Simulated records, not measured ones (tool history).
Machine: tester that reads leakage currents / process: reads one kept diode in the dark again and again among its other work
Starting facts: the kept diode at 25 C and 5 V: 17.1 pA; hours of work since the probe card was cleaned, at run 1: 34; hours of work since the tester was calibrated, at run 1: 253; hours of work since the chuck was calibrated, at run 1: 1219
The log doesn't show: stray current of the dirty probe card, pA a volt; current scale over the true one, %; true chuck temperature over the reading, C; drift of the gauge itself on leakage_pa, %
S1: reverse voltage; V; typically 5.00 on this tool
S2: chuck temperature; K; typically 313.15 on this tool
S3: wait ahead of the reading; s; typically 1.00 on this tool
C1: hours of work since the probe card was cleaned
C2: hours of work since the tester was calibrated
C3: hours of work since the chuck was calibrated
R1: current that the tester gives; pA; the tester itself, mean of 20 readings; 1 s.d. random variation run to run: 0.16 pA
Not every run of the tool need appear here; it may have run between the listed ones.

run 1 hour=0.0 | S1=5.00 S2=313.15 S3=1.00 | C1=34 C2=253 C3=1219 | R1=46.23
run 2 hour=25.2 | S1=5.00 S2=313.15 S3=1.00 | C1=46 C2=266 C3=1232 | R1=46.40
-- hour=38.4 chuck's temperature calibrated
run 3 hour=52.9 | S1=5.00 S2=313.15 S3=1.00 | C1=59 C2=278 C3=7 | R1=49.38
run 4 hour=69.5 | S1=5.00 S2=313.15 S3=1.00 | C1=67 C2=287 C3=16 | R1=49.24
run 5 hour=95.8 | S1=5.00 S2=313.15 S3=1.00 | C1=81 C2=300 C3=29 | R1=49.46
run 6 hour=120.1 | S1=5.00 S2=313.15 S3=1.00 | C1=93 C2=312 C3=41 | R1=49.24
-- hour=124.9 probe card cleaned and baked
run 7 hour=135.5 | S1=5.00 S2=308.15 S3=1.00 | C1=5 C2=318 C3=47 | R1=36.27
run 8 hour=161.0 | S1=7.58 S2=320.15 S3=0.87 | C1=18 C2=331 C3=60 | R1=94.72
run 9 hour=178.8 | S1=6.55 S2=313.15 S3=0.77 | C1=27 C2=340 C3=69 | R1=57.39
run 10 hour=199.8 | S1=6.55 S2=313.15 S3=0.77 | C1=38 C2=351 C3=80 | R1=57.58
-- hour=217.8 probe card cleaned and baked, once more
run 11 hour=218.7 | S1=9.93 S2=294.15 S3=0.87 | C1=0 C2=359 C3=88 | R1=19.47

Each row is a separate what-if for the run after 11, all from the same tool condition, not one after another. Results?
run A hour=232.7 | S1=1.13 S2=303.15 S3=0.38 | C1=7 C2=366 C3=95 | R1=?
run B hour=232.7 | S1=9.93 S2=294.15 S3=0.46 | C1=7 C2=366 C3=95 | R1=?
run C hour=232.7 | S1=16.15 S2=294.15 S3=0.87 | C1=7 C2=366 C3=95 | R1=?
run D hour=232.7 | S1=9.93 S2=294.15 S3=1.14 | C1=7 C2=366 C3=95 | R1=?

run=A R1=12.16
run=B R1=21.26
run=C R1=25.89
run=D R1=19.14
Take away the tool's hidden state, keep each run's random variation, and the runs would have read:
run=A R1=12.34
run=B R1=21.38
run=C R1=25.99
run=D R1=19.27

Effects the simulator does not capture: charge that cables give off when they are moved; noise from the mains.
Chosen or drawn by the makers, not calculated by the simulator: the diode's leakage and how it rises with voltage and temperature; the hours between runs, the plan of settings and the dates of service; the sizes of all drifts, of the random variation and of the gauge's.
